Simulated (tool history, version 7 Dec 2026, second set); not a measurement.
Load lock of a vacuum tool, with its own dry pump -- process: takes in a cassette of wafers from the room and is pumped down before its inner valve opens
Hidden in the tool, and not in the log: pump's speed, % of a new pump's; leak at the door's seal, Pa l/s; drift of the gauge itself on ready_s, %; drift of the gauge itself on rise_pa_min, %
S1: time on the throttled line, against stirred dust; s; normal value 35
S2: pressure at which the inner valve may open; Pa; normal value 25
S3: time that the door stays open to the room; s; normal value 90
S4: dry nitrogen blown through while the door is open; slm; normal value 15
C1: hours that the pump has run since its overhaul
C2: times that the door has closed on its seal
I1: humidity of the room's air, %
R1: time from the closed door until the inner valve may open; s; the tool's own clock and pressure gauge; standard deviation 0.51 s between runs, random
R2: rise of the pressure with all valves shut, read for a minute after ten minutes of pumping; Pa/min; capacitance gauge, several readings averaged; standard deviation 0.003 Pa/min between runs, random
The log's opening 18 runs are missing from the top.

run	hour	S1	S2	S3	S4	C1	C2	I1	R1	R2
19	1640.6	35	45	90	15	6413	2282	45.5	72	0.033
20	1741.3	52	45	202	15	6514	2642	49.7	85.6	0.057
21	1832.9	25	39	64	5	6606	2969	47.3	66.6	0.048
22	1916.1	35	25	90	5	6689	3267	44.4	77	0.057
23	2033.3	35	25	69	4	6806	3686	44.9	76	0.051
24	2121.2	28	25	45	32	6894	4000	43.6	70.1	0.015
25	2239.8	35	25	90	20	7013	4424	45.3	76.6	0.031
26	2297.6	35	37	74	15	7070	4631	42.4	73.4	0.024
27	2362.9	35	22	32	15	7136	4864	45	76.9	0.021
28	2458.5	18	22	32	39	7231	5206	46.5	64.6	0.007
29	2546.2	57	43	90	15	7319	5520	44.1	89.5	0.036
30	2606	57	43	40	15	7379	5733	46.2	88.2	0.024
31	2663.8	19	20	40	15	7437	5940	41.1	65.9	0.017
32	2760.1	19	20	40	15	7533	6284	43.6	66.3	0.018
33	2846	19	20	40	15	7619	6591	46.1	66.4	0.022
34	2914.6	62	25	46	15	7687	6837	43.3	96.5	0.024
35	3027.4	40	25	136	7	7800	7240	47	80.5	0.066
36	3123.4	40	25	136	7	7896	7583	44	80.3	0.064
37	3183.4	40	25	136	7	7956	7797	42.9	80.2	0.058

Forecast each of these 4 alternatives for the next run:
A	3248	23	25	25	15	8021	8029	42.5	?	?
B	3248	35	25	69	41	8021	8029	46.7	?	?
C	3248	40	23	136	25	8021	8029	42.2	?	?
D	3248	32	26	90	15	8021	8029	45.1	?	?

run	R1	R2
A	68.8	0.018
B	76.6	0.015
C	79.9	0.028
D	74.2	0.029
The same runs, with their run-to-run variation unchanged, on a tool lacking any hidden condition would have given:
run	R1	R2
A	68.8	0.018
B	76.6	0.015
C	79.9	0.028
D	74.2	0.029
